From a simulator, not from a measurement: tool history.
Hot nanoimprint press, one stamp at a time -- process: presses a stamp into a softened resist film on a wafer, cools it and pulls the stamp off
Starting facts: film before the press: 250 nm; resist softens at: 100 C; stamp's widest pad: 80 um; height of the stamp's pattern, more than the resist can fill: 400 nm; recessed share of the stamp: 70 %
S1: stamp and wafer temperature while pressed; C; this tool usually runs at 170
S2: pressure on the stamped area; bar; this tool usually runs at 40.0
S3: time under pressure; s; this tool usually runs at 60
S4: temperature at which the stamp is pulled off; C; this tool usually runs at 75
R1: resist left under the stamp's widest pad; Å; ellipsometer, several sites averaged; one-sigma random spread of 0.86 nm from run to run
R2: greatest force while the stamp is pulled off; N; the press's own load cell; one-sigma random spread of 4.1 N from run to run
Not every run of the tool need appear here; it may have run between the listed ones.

| run | hour | S1 | S2 | S3 | S4 | R1 | R2 |
|---|---|---|---|---|---|---|---|
| 1 | 0.0 | 170 | 40.0 | 60 | 75 | 1255 | 243 |
|  | 34.4 | press's hydraulic seals changed and the load cell set to zero |
| 2 | 72.5 | 170 | 40.0 | 60 | 75 | 1245 | 261 |
| 3 | 132.1 | 170 | 40.0 | 60 | 75 | 1243 | 284 |
| 4 | 166.6 | 170 | 40.0 | 60 | 75 | 1255 | 277 |
| 5 | 233.3 | 170 | 40.0 | 60 | 75 | 1262 | 301 |
|  | 242.9 | stamp cleaned and given a new release coat |
|  | 270.8 | plate thermocouple calibrated |
| 6 | 319.9 | 170 | 40.0 | 60 | 75 | 1171 | 216 |
| 7 | 387.6 | 170 | 40.0 | 60 | 75 | 1195 | 233 |
| 8 | 450.8 | 163 | 40.0 | 60 | 75 | 1644 | 250 |
| 9 | 496.7 | 163 | 40.0 | 60 | 75 | 1674 | 244 |
| 10 | 561.8 | 163 | 40.0 | 60 | 75 | 1676 | 278 |
| 11 | 628.9 | 170 | 40.0 | 60 | 79 | 1233 | 274 |
|  | 675.7 | stamp cleaned and given a new release coat |
| 12 | 714.2 | 170 | 40.0 | 60 | 79 | 1247 | 196 |
| 13 | 758.1 | 170 | 26.7 | 60 | 79 | 1492 | 210 |
| 14 | 796.6 | 170 | 26.7 | 60 | 79 | 1492 | 212 |
| 15 | 831.3 | 170 | 26.7 | 60 | 79 | 1487 | 224 |
| 16 | 892.7 | 170 | 26.7 | 60 | 79 | 1504 | 229 |
|  | 913.8 | plate thermocouple calibrated |
| 17 | 961.3 | 170 | 26.7 | 60 | 79 | 1394 | 249 |
| 18 | 1031.0 | 170 | 36.4 | 38 | 61 | 1456 | 340 |
|  | 1108.7 | stamp cleaned and given a new release coat |
| 19 | 1108.7 | 161 | 40.1 | 60 | 75 | 1793 | 196 |
| 20 | 1146.8 | 179 | 40.0 | 83 | 64 | 671 | 246 |
| 21 | 1196.1 | 161 | 40.0 | 60 | 75 | 1807 | 217 |
| 22 | 1241.2 | 161 | 40.0 | 60 | 75 | 1817 | 227 |
| 23 | 1291.4 | 175 | 40.0 | 38 | 75 | 1151 | 244 |
| 24 | 1340.4 | 175 | 40.0 | 38 | 63 | 1172 | 304 |
| 25 | 1384.8 | 171 | 51.3 | 87 | 76 | 931 | 255 |
| 26 | 1459.5 | 171 | 31.7 | 87 | 76 | 1177 | 275 |
|  | 1501.6 | press's hydraulic seals changed and the load cell set to zero |
| 27 | 1520.1 | 175 | 40.0 | 60 | 80 | 993 | 274 |
|  | 1547.8 | stamp cleaned and given a new release coat |
|  | 1571.6 | plate thermocouple calibrated |
| 28 | 1602.1 | 173 | 35.0 | 37 | 63 | 1268 | 244 |
| 29 | 1643.5 | 179 | 24.9 | 60 | 68 | 935 | 235 |

Measured result minus the same run's result without the hidden state. Both carry the same run-to-run variation, though not necessarily the same gauge scatter:
Unlogged tool condition in this case: true temperature over the reading, C; pressure that arrives at the usual setting, %; grip of the stamp's worn release coat, % over a new coat's; drift of the gauge itself on residual_nm, %; drift of the gauge itself on pull_off_n, %.
| run | R1 | R2 |
|---|---|---|
| 1 | +86 | +46 |
| 2 | +75 | +62 |
| 3 | +86 | +79 |
| 4 | +93 | +84 |
| 5 | +104 | +103 |
| 6 | +23 | +17 |
| 7 | +35 | +33 |
| 8 | +53 | +48 |
| 9 | +62 | +55 |
| 10 | +74 | +76 |
| 11 | +78 | +87 |
| 12 | +92 | +12 |
| 13 | +102 | +22 |
| 14 | +108 | +29 |
| 15 | +114 | +38 |
| 16 | +124 | +50 |
| 17 | +19 | +60 |
| 18 | +35 | +97 |
| 19 | +49 | +1 |
| 20 | +32 | +11 |
| 21 | +67 | +22 |
| 22 | +75 | +31 |
| 23 | +71 | +44 |
| 24 | +79 | +65 |
| 25 | +82 | +64 |
| 26 | +97 | +82 |
| 27 | +77 | +90 |
| 28 | -4 | +12 |
| 29 | +1 | +22 |
